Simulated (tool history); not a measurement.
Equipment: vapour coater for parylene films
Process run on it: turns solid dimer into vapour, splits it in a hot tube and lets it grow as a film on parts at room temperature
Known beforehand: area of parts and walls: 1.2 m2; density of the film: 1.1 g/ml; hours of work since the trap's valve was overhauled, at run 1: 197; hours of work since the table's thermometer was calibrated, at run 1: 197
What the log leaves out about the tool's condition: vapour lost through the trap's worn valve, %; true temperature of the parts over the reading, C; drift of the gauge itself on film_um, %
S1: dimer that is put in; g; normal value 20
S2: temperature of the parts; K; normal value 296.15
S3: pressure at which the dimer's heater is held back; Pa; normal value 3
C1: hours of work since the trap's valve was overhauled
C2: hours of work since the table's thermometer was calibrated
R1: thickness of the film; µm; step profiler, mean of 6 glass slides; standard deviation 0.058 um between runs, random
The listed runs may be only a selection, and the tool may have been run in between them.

run 1 hour=0 | S1=20 S2=296.15 S3=3 | C1=197 C2=197 | R1=11.8
run 2 hour=32 | S1=20 S2=296.15 S3=3 | C1=214 C2=214 | R1=11.7
run 3 hour=62.7 | S1=20 S2=296.15 S3=3 | C1=230 C2=230 | R1=11.87
run 4 hour=78.3 | S1=20 S2=296.15 S3=3 | C1=238 C2=238 | R1=11.79
run 5 hour=95.4 | S1=15 S2=296.15 S3=3 | C1=247 C2=247 | R1=8.79
run 6 hour=117 | S1=20 S2=296.15 S3=3.21 | C1=258 C2=258 | R1=11.53
run 7 hour=149 | S1=20 S2=288.15 S3=3 | C1=275 C2=275 | R1=13.52
-- hour=166.9 trap's valve overhauled
run 8 hour=185.4 | S1=20 S2=288.15 S3=3 | C1=10 C2=292 | R1=13.6
run 9 hour=207.3 | S1=18 S2=288.15 S3=3.7 | C1=21 C2=304 | R1=11.72
run 10 hour=232.6 | S1=14 S2=288.15 S3=10.39 | C1=35 C2=317 | R1=7.23
run 11 hour=265.4 | S1=20 S2=296.15 S3=2.69 | C1=52 C2=334 | R1=11.93
run 12 hour=285.6 | S1=20 S2=296.15 S3=2.69 | C1=63 C2=345 | R1=11.99
run 13 hour=303.9 | S1=20 S2=290.15 S3=3.97 | C1=72 C2=355 | R1=12.22
run 14 hour=330.3 | S1=25 S2=303.15 S3=5.1 | C1=86 C2=369 | R1=11.51
run 15 hour=361.4 | S1=32 S2=294.15 S3=5.1 | C1=102 C2=385 | R1=17.15
run 16 hour=381.2 | S1=32 S2=294.15 S3=5.1 | C1=113 C2=395 | R1=17.11

How the hidden state differs across the entries between the runs, from the last listed run before each to the first after it:
Run 7 -> run 8: trap's valve overhauled (hour 166.9)
  vapour lost through the trap's worn valve, %: 0.3 -> 0; drift of the gauge itself on film_um, %: -0.79 -> -0.96
  measured less the result without the state, R1: -0.15 -> -0.13 µm

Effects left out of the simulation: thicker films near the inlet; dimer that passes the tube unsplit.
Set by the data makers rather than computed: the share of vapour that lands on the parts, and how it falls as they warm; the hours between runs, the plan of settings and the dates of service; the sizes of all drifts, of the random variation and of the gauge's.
